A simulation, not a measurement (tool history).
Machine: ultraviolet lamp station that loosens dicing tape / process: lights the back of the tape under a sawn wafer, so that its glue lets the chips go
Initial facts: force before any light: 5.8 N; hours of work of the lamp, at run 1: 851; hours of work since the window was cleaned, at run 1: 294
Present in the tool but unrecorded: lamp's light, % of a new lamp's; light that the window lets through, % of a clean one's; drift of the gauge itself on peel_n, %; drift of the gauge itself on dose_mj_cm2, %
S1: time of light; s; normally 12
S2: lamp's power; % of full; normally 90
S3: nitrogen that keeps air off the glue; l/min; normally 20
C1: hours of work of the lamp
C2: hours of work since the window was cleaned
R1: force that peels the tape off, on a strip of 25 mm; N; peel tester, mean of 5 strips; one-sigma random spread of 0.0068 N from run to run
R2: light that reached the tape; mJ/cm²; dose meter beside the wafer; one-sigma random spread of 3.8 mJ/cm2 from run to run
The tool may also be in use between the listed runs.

run	day	S1	S2	S3	C1	C2	R1	R2
1	0.000	12	90	20	851	294	0.231	639
2	0.579	12	90	20	861	304	0.230	633
3	1.717	12	90	20	882	325	0.228	643
4	2.400	12	90	20	894	337	0.226	638
5	3.100	12	90	20	906	350	0.234	636
6	4.275	12	90	20	927	371	0.246	640
7	5.296	12	63	20	946	389	0.331	443
8	6.654	12	63	20	970	414	0.330	440
9	7.662	12	63	20	988	432	0.330	445
10	8.683	12	71	17	1007	450	0.309	498
11	9.892	14	90	18	1028	472	0.225	742
12	11.117	14	90	18	1050	494	0.225	739
13	12.479	13	61	20	1075	518	0.306	464
14	13.825	12	77	20	1099	542	0.265	542
15	15.008	9	90	20	1120	564	0.316	480
16	16.167	9	66	14	1141	584	0.628	349
17	16.829	10	97	14	1153	596	0.284	573

How would selected steps in R2 from run to run divide? Give the signed amount a tool lacking its hidden state would still show from settings, what came in and random variation, and the signed amount left for the hidden state, including any gauge scatter that is not in both of the compared results.
Run 1 -> 2: settings left as they were, no log entry in between. R2 -6 mJ/cm²: hidden state +1, all else -7.
Run 12 -> 13: S1 14 -> 13, S2 90 -> 61, S3 18 -> 20. R2 -275 mJ/cm²: hidden state +1, all else -276.

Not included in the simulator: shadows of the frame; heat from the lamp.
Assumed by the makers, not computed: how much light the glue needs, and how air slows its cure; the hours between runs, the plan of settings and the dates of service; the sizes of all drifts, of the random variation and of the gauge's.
